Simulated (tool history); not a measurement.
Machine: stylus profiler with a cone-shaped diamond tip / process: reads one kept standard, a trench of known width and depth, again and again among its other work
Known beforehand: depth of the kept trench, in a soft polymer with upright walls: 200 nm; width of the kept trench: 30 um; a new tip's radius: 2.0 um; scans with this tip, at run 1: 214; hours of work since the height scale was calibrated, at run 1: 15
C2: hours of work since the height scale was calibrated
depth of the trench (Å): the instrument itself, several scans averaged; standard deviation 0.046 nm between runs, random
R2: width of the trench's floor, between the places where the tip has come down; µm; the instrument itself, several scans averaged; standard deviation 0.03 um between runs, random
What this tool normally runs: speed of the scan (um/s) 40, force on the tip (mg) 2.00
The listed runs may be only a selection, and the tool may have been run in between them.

run 1 hour=0.0 | speed_of_the_scan_(um/s)=40 force_on_the_tip_(mg)=2.00 | scans_with_this_tip=214 C2=15 | depth_of_the_trench_(Å)=2012.5 R2=27.97
run 2 hour=42.6 | speed_of_the_scan_(um/s)=40 force_on_the_tip_(mg)=1.19 | scans_with_this_tip=555 C2=40 | depth_of_the_trench_(Å)=2009.2 R2=27.84
run 3 hour=81.7 | speed_of_the_scan_(um/s)=40 force_on_the_tip_(mg)=1.19 | scans_with_this_tip=868 C2=62 | depth_of_the_trench_(Å)=2009.5 R2=27.82
run 4 hour=101.7 | speed_of_the_scan_(um/s)=40 force_on_the_tip_(mg)=2.00 | scans_with_this_tip=1028 C2=73 | depth_of_the_trench_(Å)=2012.9 R2=27.94
run 5 hour=124.3 | speed_of_the_scan_(um/s)=40 force_on_the_tip_(mg)=2.00 | scans_with_this_tip=1209 C2=86 | depth_of_the_trench_(Å)=2013.1 R2=27.89
run 6 hour=146.0 | speed_of_the_scan_(um/s)=40 force_on_the_tip_(mg)=2.00 | scans_with_this_tip=1383 C2=99 | depth_of_the_trench_(Å)=2012.8 R2=27.84
run 7 hour=177.1 | speed_of_the_scan_(um/s)=21 force_on_the_tip_(mg)=2.00 | scans_with_this_tip=1632 C2=117 | depth_of_the_trench_(Å)=2012.3 R2=28.01
run 8 hour=194.8 | speed_of_the_scan_(um/s)=21 force_on_the_tip_(mg)=2.00 | scans_with_this_tip=1774 C2=127 | depth_of_the_trench_(Å)=2013.3 R2=27.96
run 9 hour=232.3 | speed_of_the_scan_(um/s)=21 force_on_the_tip_(mg)=2.00 | scans_with_this_tip=2074 C2=148 | depth_of_the_trench_(Å)=2013.5 R2=27.99
run 10 hour=266.4 | speed_of_the_scan_(um/s)=13 force_on_the_tip_(mg)=2.00 | scans_with_this_tip=2347 C2=168 | depth_of_the_trench_(Å)=2013.3 R2=28.04
run 11 hour=296.3 | speed_of_the_scan_(um/s)=13 force_on_the_tip_(mg)=2.00 | scans_with_this_tip=2587 C2=185 | depth_of_the_trench_(Å)=2013.7 R2=27.99
run 12 hour=321.1 | speed_of_the_scan_(um/s)=13 force_on_the_tip_(mg)=2.00 | scans_with_this_tip=2785 C2=199 | depth_of_the_trench_(Å)=2013.4 R2=27.97
run 13 hour=352.3 | speed_of_the_scan_(um/s)=13 force_on_the_tip_(mg)=2.00 | scans_with_this_tip=3035 C2=217 | depth_of_the_trench_(Å)=2013.8 R2=28.01
run 14 hour=393.1 | speed_of_the_scan_(um/s)=13 force_on_the_tip_(mg)=2.00 | scans_with_this_tip=3362 C2=240 | depth_of_the_trench_(Å)=2015.0 R2=27.92
run 15 hour=416.4 | speed_of_the_scan_(um/s)=13 force_on_the_tip_(mg)=2.00 | scans_with_this_tip=3549 C2=254 | depth_of_the_trench_(Å)=2014.8 R2=27.93
run 16 hour=441.3 | speed_of_the_scan_(um/s)=40 force_on_the_tip_(mg)=2.00 | scans_with_this_tip=3747 C2=268 | depth_of_the_trench_(Å)=2014.5 R2=27.75
run 17 hour=483.4 | speed_of_the_scan_(um/s)=40 force_on_the_tip_(mg)=1.70 | scans_with_this_tip=4085 C2=292 | depth_of_the_trench_(Å)=2013.7 R2=27.66
run 18 hour=527.3 | speed_of_the_scan_(um/s)=40 force_on_the_tip_(mg)=1.70 | scans_with_this_tip=4436 C2=317 | depth_of_the_trench_(Å)=2013.1 R2=27.71
run 19 hour=548.9 | speed_of_the_scan_(um/s)=40 force_on_the_tip_(mg)=1.70 | scans_with_this_tip=4610 C2=330 | depth_of_the_trench_(Å)=2014.2 R2=27.73
run 20 hour=566.8 | speed_of_the_scan_(um/s)=40 force_on_the_tip_(mg)=1.70 | scans_with_this_tip=4753 C2=340 | depth_of_the_trench_(Å)=2014.4 R2=27.66
run 21 hour=607.3 | speed_of_the_scan_(um/s)=40 force_on_the_tip_(mg)=1.70 | scans_with_this_tip=5077 C2=363 | depth_of_the_trench_(Å)=2013.9 R2=27.62
run 22 hour=643.5 | speed_of_the_scan_(um/s)=40 force_on_the_tip_(mg)=2.00 | scans_with_this_tip=5367 C2=384 | depth_of_the_trench_(Å)=2015.1 R2=27.64
run 23 hour=669.6 | speed_of_the_scan_(um/s)=40 force_on_the_tip_(mg)=2.38 | scans_with_this_tip=5576 C2=399 | depth_of_the_trench_(Å)=2016.5 R2=27.71
run 24 hour=705.5 | speed_of_the_scan_(um/s)=17 force_on_the_tip_(mg)=0.78 | scans_with_this_tip=5863 C2=419 | depth_of_the_trench_(Å)=2009.8 R2=27.72
-- hour=707.9 height scale calibrated on a step standard
run 25 hour=742.9 | speed_of_the_scan_(um/s)=13 force_on_the_tip_(mg)=0.71 | scans_with_this_tip=6159 C2=20 | depth_of_the_trench_(Å)=2010.8 R2=27.74
run 26 hour=778.4 | speed_of_the_scan_(um/s)=40 force_on_the_tip_(mg)=3.02 | scans_with_this_tip=6443 C2=40 | depth_of_the_trench_(Å)=2021.3 R2=27.67
run 27 hour=801.6 | speed_of_the_scan_(um/s)=40 force_on_the_tip_(mg)=2.91 | scans_with_this_tip=6629 C2=54 | depth_of_the_trench_(Å)=2021.2 R2=27.64
run 28 hour=840.5 | speed_of_the_scan_(um/s)=55 force_on_the_tip_(mg)=2.55 | scans_with_this_tip=6940 C2=76 | depth_of_the_trench_(Å)=2020.0 R2=27.53
-- hour=845.0 height scale calibrated on a step standard, once more
run 29 hour=870.5 | speed_of_the_scan_(um/s)=55 force_on_the_tip_(mg)=2.55 | scans_with_this_tip=7177 C2=15 | depth_of_the_trench_(Å)=2014.2 R2=27.49
run 30 hour=911.5 | speed_of_the_scan_(um/s)=29 force_on_the_tip_(mg)=2.00 | scans_with_this_tip=7505 C2=38 | depth_of_the_trench_(Å)=2013.1 R2=27.64
run 31 hour=943.9 | speed_of_the_scan_(um/s)=19 force_on_the_tip_(mg)=3.79 | scans_with_this_tip=7764 C2=57 | depth_of_the_trench_(Å)=2019.6 R2=27.77
run 32 hour=964.9 | speed_of_the_scan_(um/s)=30 force_on_the_tip_(mg)=1.50 | scans_with_this_tip=7932 C2=69 | depth_of_the_trench_(Å)=2010.7 R2=27.56
run 33 hour=983.1 | speed_of_the_scan_(um/s)=28 force_on_the_tip_(mg)=5.90 | scans_with_this_tip=8078 C2=79 | depth_of_the_trench_(Å)=2026.6 R2=27.67
run 34 hour=1016.1 | speed_of_the_scan_(um/s)=28 force_on_the_tip_(mg)=5.90 | scans_with_this_tip=8342 C2=98 | depth_of_the_trench_(Å)=2026.2 R2=27.71
run 35 hour=1059.1 | speed_of_the_scan_(um/s)=19 force_on_the_tip_(mg)=2.19 | scans_with_this_tip=8687 C2=123 | depth_of_the_trench_(Å)=2014.1 R2=27.63
run 36 hour=1090.3 | speed_of_the_scan_(um/s)=57 force_on_the_tip_(mg)=2.00 | scans_with_this_tip=8937 C2=140 | depth_of_the_trench_(Å)=2013.2 R2=27.35
run 37 hour=1119.2 | speed_of_the_scan_(um/s)=40 force_on_the_tip_(mg)=2.59 | scans_with_this_tip=9168 C2=157 | depth_of_the_trench_(Å)=2015.8 R2=27.49
run 38 hour=1158.3 | speed_of_the_scan_(um/s)=13 force_on_the_tip_(mg)=3.67 | scans_with_this_tip=9481 C2=179 | depth_of_the_trench_(Å)=2019.8 R2=27.66
run 39 hour=1179.2 | speed_of_the_scan_(um/s)=47 force_on_the_tip_(mg)=0.83 | scans_with_this_tip=9649 C2=191 | depth_of_the_trench_(Å)=2008.7 R2=27.20
run 40 hour=1220.0 | speed_of_the_scan_(um/s)=47 force_on_the_tip_(mg)=0.83 | scans_with_this_tip=9976 C2=215 | depth_of_the_trench_(Å)=2009.2 R2=27.22
run 41 hour=1251.8 | speed_of_the_scan_(um/s)=51 force_on_the_tip_(mg)=2.00 | scans_with_this_tip=10230 C2=233 | depth_of_the_trench_(Å)=2013.8 R2=27.29
run 42 hour=1271.8 | speed_of_the_scan_(um/s)=51 force_on_the_tip_(mg)=2.00 | scans_with_this_tip=10391 C2=244 | depth_of_the_trench_(Å)=2014.2 R2=27.34
run 43 hour=1302.5 | speed_of_the_scan_(um/s)=118 force_on_the_tip_(mg)=3.39 | scans_with_this_tip=10636 C2=262 | depth_of_the_trench_(Å)=2019.4 R2=27.04
run 44 hour=1320.9 | speed_of_the_scan_(um/s)=45 force_on_the_tip_(mg)=0.72 | scans_with_this_tip=10784 C2=272 | depth_of_the_trench_(Å)=2008.8 R2=27.11
run 45 hour=1361.2 | speed_of_the_scan_(um/s)=45 force_on_the_tip_(mg)=0.72 | scans_with_this_tip=11106 C2=295 | depth_of_the_trench_(Å)=2008.3 R2=27.15
run 46 hour=1400.1 | speed_of_the_scan_(um/s)=45 force_on_the_tip_(mg)=0.72 | scans_with_this_tip=11417 C2=318 | depth_of_the_trench_(Å)=2009.0 R2=27.12

Some steps in depth of the trench (Å), run to run, broken into two amounts with sign: the step expected even without the hidden condition (settings, incoming material, random variation), and the rest, left for the hidden condition together with whatever gauge scatter is not in both the measured and the hidden-condition-free result:
Hidden state present: radius of the tip, um; height scale over the true one, %; drift of the gauge itself on depth_nm, %; drift of the gauge itself on floor_um, %.
Run 1 -> 2: force on the tip (mg) 2.00 -> 1.19. depth of the trench (Å) -3.3: hidden state +0.2, all else -3.5.
Run 24 -> 25: speed of the scan (um/s) 17 -> 13, force on the tip (mg) 0.78 -> 0.71, height scale calibrated on a step standard. depth of the trench (Å) +1.0: hidden state +1.7, all else -0.7.
Run 28 -> 29: height scale calibrated on a step standard, once more. depth of the trench (Å) -5.8: hidden state -5.4, all else -0.4.
Run 32 -> 33: speed of the scan (um/s) 30 -> 28, force on the tip (mg) 1.50 -> 5.90. depth of the trench (Å) +15.9: hidden state +0.1, all else +15.8.
Run 34 -> 35: speed of the scan (um/s) 28 -> 19, force on the tip (mg) 5.90 -> 2.19. depth of the trench (Å) -12.1: hidden state +0.2, all else -12.3.
Run 38 -> 39: speed of the scan (um/s) 13 -> 47, force on the tip (mg) 3.67 -> 0.83. depth of the trench (Å) -11.1: hidden state +0.2, all else -11.3.

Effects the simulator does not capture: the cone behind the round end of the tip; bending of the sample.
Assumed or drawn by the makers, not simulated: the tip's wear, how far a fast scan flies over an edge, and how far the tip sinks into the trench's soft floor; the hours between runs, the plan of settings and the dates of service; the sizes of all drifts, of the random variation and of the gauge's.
